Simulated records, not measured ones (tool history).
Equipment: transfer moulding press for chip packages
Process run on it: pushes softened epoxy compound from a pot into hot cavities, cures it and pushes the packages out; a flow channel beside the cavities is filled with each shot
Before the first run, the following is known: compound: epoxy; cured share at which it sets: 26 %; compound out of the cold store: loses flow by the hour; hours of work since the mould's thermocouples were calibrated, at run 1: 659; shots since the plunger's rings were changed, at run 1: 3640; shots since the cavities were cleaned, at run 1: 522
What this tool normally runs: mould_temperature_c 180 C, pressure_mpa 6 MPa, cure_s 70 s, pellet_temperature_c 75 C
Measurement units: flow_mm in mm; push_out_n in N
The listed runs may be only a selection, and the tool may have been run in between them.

| run | hour | mould_temperature_c | pressure_mpa | cure_s | pellet_temperature_c | hours of work since the mould's thermocouples were calibrated | shots since the plunger's rings were changed | shots since the cavities were cleaned | incoming compound's hours out of the cold store | flow_mm | push_out_n |
|---|---|---|---|---|---|---|---|---|---|---|---|
| 1 | 0 | 180 | 6 | 70 | 75 | 659 | 3640 | 522 | 36.9 | 601 | 646 |
| 2 | 18.1 | 180 | 4.57 | 70 | 75 | 669 | 3870 | 752 | 23.2 | 574 | 695 |
| 3 | 39.7 | 180 | 4.57 | 70 | 75 | 682 | 4143 | 1025 | 22.9 | 570 | 745 |
|  | 43.4 | cavities cleaned with cleaning compound and waxed |
| 4 | 78 | 180 | 4.57 | 70 | 75 | 704 | 4611 | 440 | 34.2 | 525 | 603 |
| 5 | 99.4 | 180 | 4.57 | 70 | 75 | 717 | 4883 | 712 | 38.8 | 510 | 661 |
| 6 | 118.8 | 180 | 6.97 | 70 | 75 | 728 | 5128 | 957 | 40.4 | 615 | 682 |
|  | 127.6 | cavities cleaned with cleaning compound and waxed |
| 7 | 148.7 | 180 | 6.97 | 70 | 75 | 745 | 5489 | 268 | 35.4 | 635 | 536 |
| 8 | 177 | 180 | 6 | 105 | 75 | 761 | 5847 | 626 | 31.6 | 601 | 375 |
|  | 206.6 | mould's thermocouples calibrated |
| 9 | 211.3 | 180 | 6 | 105 | 75 | 3 | 6257 | 1036 | 22 | 640 | 425 |
|  | 214.3 | cavities cleaned with cleaning compound and waxed |
|  | 249.9 | plunger's sealing rings changed |
| 10 | 249.9 | 180 | 6 | 105 | 75 | 23 | 0 | 419 | 44.7 | 593 | 337 |
| 11 | 277 | 180 | 6 | 105 | 75 | 39 | 344 | 763 | 34.3 | 638 | 411 |
|  | 301.7 | cavities cleaned with cleaning compound and waxed |
| 12 | 313.5 | 180 | 6 | 70 | 75 | 60 | 788 | 150 | 39.2 | 609 | 451 |
| 13 | 350.6 | 180 | 6 | 70 | 75 | 82 | 1258 | 620 | 26.1 | 661 | 635 |
| 14 | 374.2 | 180 | 6 | 70 | 75 | 96 | 1557 | 919 | 40.8 | 601 | 654 |
|  | 388.4 | cavities cleaned with cleaning compound and waxed |
| 15 | 394.9 | 180 | 6 | 70 | 75 | 107 | 1801 | 82 | 46.4 | 572 | 390 |
| 16 | 423.6 | 180 | 6 | 75 | 75 | 124 | 2165 | 446 | 30.1 | 638 | 499 |
| 17 | 453.8 | 173 | 5.47 | 75 | 84 | 142 | 2548 | 829 | 19.9 | 659 | 905 |
|  | 473.8 | cavities cleaned with cleaning compound and waxed |
| 18 | 486.9 | 180 | 5.44 | 75 | 75 | 160 | 2948 | 165 | 28.6 | 600 | 414 |
| 19 | 503 | 178 | 7.24 | 50 | 73 | 170 | 3153 | 370 | 22.8 | 732 | 1487 |

Forecast run 20:
| 20 | 525.8 | 180 | 6.13 | 70 | 81 | 183 | 3442 | 659 | 41.2 | ? | ? |

Run 20 yielded flow_mm 589 mm, push_out_n 629 N.
Minus the tool's unlogged condition, the same run would have read flow_mm 612 mm, push_out_n 375 N.

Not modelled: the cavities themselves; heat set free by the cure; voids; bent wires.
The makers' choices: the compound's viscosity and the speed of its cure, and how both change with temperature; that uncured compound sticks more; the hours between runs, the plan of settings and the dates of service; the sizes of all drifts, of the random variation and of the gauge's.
